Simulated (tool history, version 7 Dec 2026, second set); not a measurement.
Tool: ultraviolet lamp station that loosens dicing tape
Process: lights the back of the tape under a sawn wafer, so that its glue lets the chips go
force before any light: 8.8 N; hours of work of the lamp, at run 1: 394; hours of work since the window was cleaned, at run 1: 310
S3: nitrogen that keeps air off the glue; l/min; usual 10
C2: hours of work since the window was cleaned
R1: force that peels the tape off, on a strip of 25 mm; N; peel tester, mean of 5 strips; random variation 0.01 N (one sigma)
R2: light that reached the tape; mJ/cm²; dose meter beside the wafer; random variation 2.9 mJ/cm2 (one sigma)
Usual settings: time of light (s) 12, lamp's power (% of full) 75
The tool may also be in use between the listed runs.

{"run": 1, "hour": 0.0, "time of light (s)": 12, "lamp's power (% of full)": 75, "S3": 10, "hours of work of the lamp": 394, "C2": 310, "R1": 0.788, "R2": 316}
{"run": 2, "hour": 16.4, "time of light (s)": 20, "lamp's power (% of full)": 75, "S3": 10, "hours of work of the lamp": 406, "C2": 323, "R1": 0.296, "R2": 520}
{"run": 3, "hour": 38.5, "time of light (s)": 20, "lamp's power (% of full)": 75, "S3": 10, "hours of work of the lamp": 423, "C2": 340, "R1": 0.291, "R2": 508}
{"hour": 59.5, "done": "window cleaned of glue's vapour"}
{"run": 4, "hour": 63.1, "time of light (s)": 20, "lamp's power (% of full)": 75, "S3": 8, "hours of work of the lamp": 441, "C2": 3, "R1": 0.39, "R2": 480}
{"run": 5, "hour": 73.0, "time of light (s)": 12, "lamp's power (% of full)": 75, "S3": 19, "hours of work of the lamp": 449, "C2": 10, "R1": 0.604, "R2": 290}
{"run": 6, "hour": 93.7, "time of light (s)": 12, "lamp's power (% of full)": 75, "S3": 19, "hours of work of the lamp": 465, "C2": 26, "R1": 0.64, "R2": 284}
{"run": 7, "hour": 108.7, "time of light (s)": 12, "lamp's power (% of full)": 75, "S3": 19, "hours of work of the lamp": 476, "C2": 37, "R1": 0.631, "R2": 282}
{"run": 8, "hour": 129.5, "time of light (s)": 18, "lamp's power (% of full)": 75, "S3": 10, "hours of work of the lamp": 492, "C2": 53, "R1": 0.438, "R2": 422}
{"run": 9, "hour": 140.8, "time of light (s)": 18, "lamp's power (% of full)": 75, "S3": 10, "hours of work of the lamp": 501, "C2": 62, "R1": 0.455, "R2": 413}
{"hour": 157.4, "done": "window cleaned of glue's vapour, once more"}
{"run": 10, "hour": 162.2, "time of light (s)": 18, "lamp's power (% of full)": 68, "S3": 10, "hours of work of the lamp": 517, "C2": 4, "R1": 0.392, "R2": 431}
{"run": 11, "hour": 185.9, "time of light (s)": 12, "lamp's power (% of full)": 95, "S3": 10, "hours of work of the lamp": 535, "C2": 22, "R1": 0.477, "R2": 403}
{"run": 12, "hour": 195.9, "time of light (s)": 12, "lamp's power (% of full)": 95, "S3": 10, "hours of work of the lamp": 542, "C2": 29, "R1": 0.473, "R2": 398}
{"run": 13, "hour": 213.9, "time of light (s)": 22, "lamp's power (% of full)": 75, "S3": 10, "hours of work of the lamp": 556, "C2": 43, "R1": 0.231, "R2": 569}
{"run": 14, "hour": 230.3, "time of light (s)": 22, "lamp's power (% of full)": 75, "S3": 10, "hours of work of the lamp": 569, "C2": 56, "R1": 0.24, "R2": 567}
{"run": 15, "hour": 242.1, "time of light (s)": 14, "lamp's power (% of full)": 75, "S3": 10, "hours of work of the lamp": 578, "C2": 65, "R1": 0.588, "R2": 362}
{"run": 16, "hour": 258.2, "time of light (s)": 14, "lamp's power (% of full)": 66, "S3": 10, "hours of work of the lamp": 590, "C2": 77, "R1": 0.807, "R2": 314}
{"run": 17, "hour": 282.8, "time of light (s)": 14, "lamp's power (% of full)": 66, "S3": 10, "hours of work of the lamp": 609, "C2": 96, "R1": 0.863, "R2": 307}
{"run": 18, "hour": 293.6, "time of light (s)": 14, "lamp's power (% of full)": 66, "S3": 10, "hours of work of the lamp": 617, "C2": 104, "R1": 0.865, "R2": 306}
{"run": 19, "hour": 308.9, "time of light (s)": 19, "lamp's power (% of full)": 66, "S3": 10, "hours of work of the lamp": 628, "C2": 115, "R1": 0.448, "R2": 416}
{"run": 20, "hour": 330.7, "time of light (s)": 19, "lamp's power (% of full)": 61, "S3": 10, "hours of work of the lamp": 645, "C2": 132, "R1": 0.532, "R2": 376}
{"run": 21, "hour": 344.7, "time of light (s)": 19, "lamp's power (% of full)": 61, "S3": 7, "hours of work of the lamp": 656, "C2": 143, "R1": 0.779, "R2": 370}
{"hour": 355.5, "done": "lamp changed"}
{"run": 22, "hour": 356.9, "time of light (s)": 17, "lamp's power (% of full)": 81, "S3": 9, "hours of work of the lamp": 1, "C2": 151, "R1": 0.232, "R2": 599}
{"run": 23, "hour": 375.8, "time of light (s)": 11, "lamp's power (% of full)": 75, "S3": 3, "hours of work of the lamp": 16, "C2": 166, "R1": 1.633, "R2": 357}
{"run": 24, "hour": 399.1, "time of light (s)": 20, "lamp's power (% of full)": 64, "S3": 10, "hours of work of the lamp": 33, "C2": 183, "R1": 0.254, "R2": 547}
{"run": 25, "hour": 417.9, "time of light (s)": 20, "lamp's power (% of full)": 64, "S3": 10, "hours of work of the lamp": 48, "C2": 198, "R1": 0.257, "R2": 535}
{"run": 26, "hour": 434.2, "time of light (s)": 20, "lamp's power (% of full)": 64, "S3": 10, "hours of work of the lamp": 60, "C2": 210, "R1": 0.265, "R2": 537}
{"run": 27, "hour": 445.2, "time of light (s)": 20, "lamp's power (% of full)": 64, "S3": 10, "hours of work of the lamp": 68, "C2": 219, "R1": 0.263, "R2": 534}
{"run": 28, "hour": 458.8, "time of light (s)": 12, "lamp's power (% of full)": 75, "S3": 4, "hours of work of the lamp": 79, "C2": 229, "R1": 1.21, "R2": 369}
{"run": 29, "hour": 469.6, "time of light (s)": 12, "lamp's power (% of full)": 75, "S3": 4, "hours of work of the lamp": 87, "C2": 237, "R1": 1.244, "R2": 374}
{"run": 30, "hour": 489.1, "time of light (s)": 18, "lamp's power (% of full)": 72, "S3": 7, "hours of work of the lamp": 102, "C2": 252, "R1": 0.359, "R2": 519}
{"run": 31, "hour": 505.7, "time of light (s)": 7, "lamp's power (% of full)": 92, "S3": 10, "hours of work of the lamp": 114, "C2": 265, "R1": 1.176, "R2": 262}
{"run": 32, "hour": 523.2, "time of light (s)": 7, "lamp's power (% of full)": 92, "S3": 10, "hours of work of the lamp": 128, "C2": 278, "R1": 1.165, "R2": 258}
{"run": 33, "hour": 536.5, "time of light (s)": 7, "lamp's power (% of full)": 92, "S3": 10, "hours of work of the lamp": 138, "C2": 288, "R1": 1.229, "R2": 257}
{"run": 34, "hour": 560.2, "time of light (s)": 10, "lamp's power (% of full)": 82, "S3": 10, "hours of work of the lamp": 156, "C2": 306, "R1": 0.752, "R2": 322}
{"run": 35, "hour": 581.8, "time of light (s)": 12, "lamp's power (% of full)": 82, "S3": 10, "hours of work of the lamp": 172, "C2": 323, "R1": 0.513, "R2": 385}
{"run": 36, "hour": 602.7, "time of light (s)": 7, "lamp's power (% of full)": 92, "S3": 10, "hours of work of the lamp": 188, "C2": 339, "R1": 1.288, "R2": 247}
{"hour": 625.8, "done": "window cleaned of glue's vapour"}
{"run": 37, "hour": 626.2, "time of light (s)": 15, "lamp's power (% of full)": 66, "S3": 14, "hours of work of the lamp": 206, "C2": 0, "R1": 0.343, "R2": 412}
{"run": 38, "hour": 647.3, "time of light (s)": 23, "lamp's power (% of full)": 69, "S3": 10, "hours of work of the lamp": 222, "C2": 16, "R1": 0.2, "R2": 654}
{"run": 39, "hour": 659.2, "time of light (s)": 9, "lamp's power (% of full)": 75, "S3": 7, "hours of work of the lamp": 231, "C2": 25, "R1": 1.393, "R2": 278}
{"run": 40, "hour": 673.0, "time of light (s)": 9, "lamp's power (% of full)": 75, "S3": 7, "hours of work of the lamp": 242, "C2": 36, "R1": 1.415, "R2": 274}
{"run": 41, "hour": 683.5, "time of light (s)": 9, "lamp's power (% of full)": 63, "S3": 10, "hours of work of the lamp": 250, "C2": 44, "R1": 1.49, "R2": 231}
{"run": 42, "hour": 695.6, "time of light (s)": 7, "lamp's power (% of full)": 75, "S3": 10, "hours of work of the lamp": 259, "C2": 53, "R1": 1.665, "R2": 207}

Forecast each of these 5 alternatives for the next run:
{"run": "A", "hour": 711.8, "time of light (s)": 11, "lamp's power (% of full)": 62, "S3": 8, "hours of work of the lamp": 271, "C2": 65, "R1": "?", "R2": "?"}
{"run": "B", "hour": 711.8, "time of light (s)": 12, "lamp's power (% of full)": 75, "S3": 10, "hours of work of the lamp": 271, "C2": 65, "R1": "?", "R2": "?"}
{"run": "C", "hour": 711.8, "time of light (s)": 8, "lamp's power (% of full)": 75, "S3": 8, "hours of work of the lamp": 271, "C2": 65, "R1": "?", "R2": "?"}
{"run": "D", "hour": 711.8, "time of light (s)": 9, "lamp's power (% of full)": 75, "S3": 4, "hours of work of the lamp": 271, "C2": 65, "R1": "?", "R2": "?"}
{"run": "E", "hour": 711.8, "time of light (s)": 17, "lamp's power (% of full)": 73, "S3": 5, "hours of work of the lamp": 271, "C2": 65, "R1": "?", "R2": "?"}

run=A R1=1.279 R2=270
run=B R1=0.614 R2=359
run=C R1=1.543 R2=238
run=D R1=2.043 R2=264
run=E R1=0.578 R2=490
Without the tool's hidden state the same runs would have given:
run=A R1=0.992 R2=309
run=B R1=0.459 R2=411
run=C R1=1.224 R2=272
run=D R1=1.668 R2=302
run=E R1=0.431 R2=561
